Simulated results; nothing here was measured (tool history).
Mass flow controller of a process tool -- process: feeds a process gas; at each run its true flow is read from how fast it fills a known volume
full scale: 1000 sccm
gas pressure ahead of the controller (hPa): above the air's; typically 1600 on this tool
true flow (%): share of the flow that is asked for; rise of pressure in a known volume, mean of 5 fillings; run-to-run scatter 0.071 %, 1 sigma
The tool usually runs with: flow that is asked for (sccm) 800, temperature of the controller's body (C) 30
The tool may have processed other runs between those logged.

run	hour	flow that is asked for (sccm)	gas pressure ahead of the controller (hPa)	temperature of the controller's body (C)	true flow (%)
1	0.0	800	1600	30	99.88
2	47.2	161	1600	30	98.38
3	120.1	161	1720	30	98.42
4	210.9	161	1720	30	98.50
5	289.6	161	1720	30	98.43
6	372.0	800	1600	30	99.87
7	435.5	800	1600	30	99.82
8	518.8	800	2120	30	99.47
9	594.1	800	1600	30	99.76
10	638.5	800	1600	30	99.77
11	691.5	800	1600	30	99.70
12	764.7	800	1600	30	99.79
13	856.5	667	1600	30	99.29
14	915.8	667	1600	30	99.37
15	989.0	800	1600	30	99.86
16	1043.5	139	1600	30	98.86
17	1119.1	800	1600	30	99.80
18	1167.1	211	1600	32	98.72
19	1256.1	211	1600	32	98.77
20	1342.7	211	1600	32	98.73
21	1433.2	141	1740	28	98.66
22	1505.0	141	1740	28	98.75
23	1581.3	120	2020	28	98.85
24	1632.3	313	1710	32	98.58
25	1677.1	313	1710	32	98.72
26	1758.2	313	1710	35	98.77
27	1812.6	148	1840	27	98.81
28	1872.6	183	2640	30	98.27
29	1942.2	165	1600	30	98.93
30	1992.2	800	2310	23	99.06
31	2067.7	800	1770	23	99.39
32	2124.7	800	1770	23	99.39
33	2175.7	800	1770	23	99.48

What if the next run were any one of these 4? Each begins from the tool's condition after run 33:
A	2221.4	164	1420	23	?
B	2221.4	461	1530	31	?
C	2221.4	229	1550	22	?
D	2221.4	705	1530	21	?

run	true flow (%)
A	98.86
B	99.10
C	98.60
D	99.20
Take away the tool's hidden state, keep each run's random variation, and the runs would have read:
run	true flow (%)
A	97.74
B	98.90
C	97.88
D	99.17

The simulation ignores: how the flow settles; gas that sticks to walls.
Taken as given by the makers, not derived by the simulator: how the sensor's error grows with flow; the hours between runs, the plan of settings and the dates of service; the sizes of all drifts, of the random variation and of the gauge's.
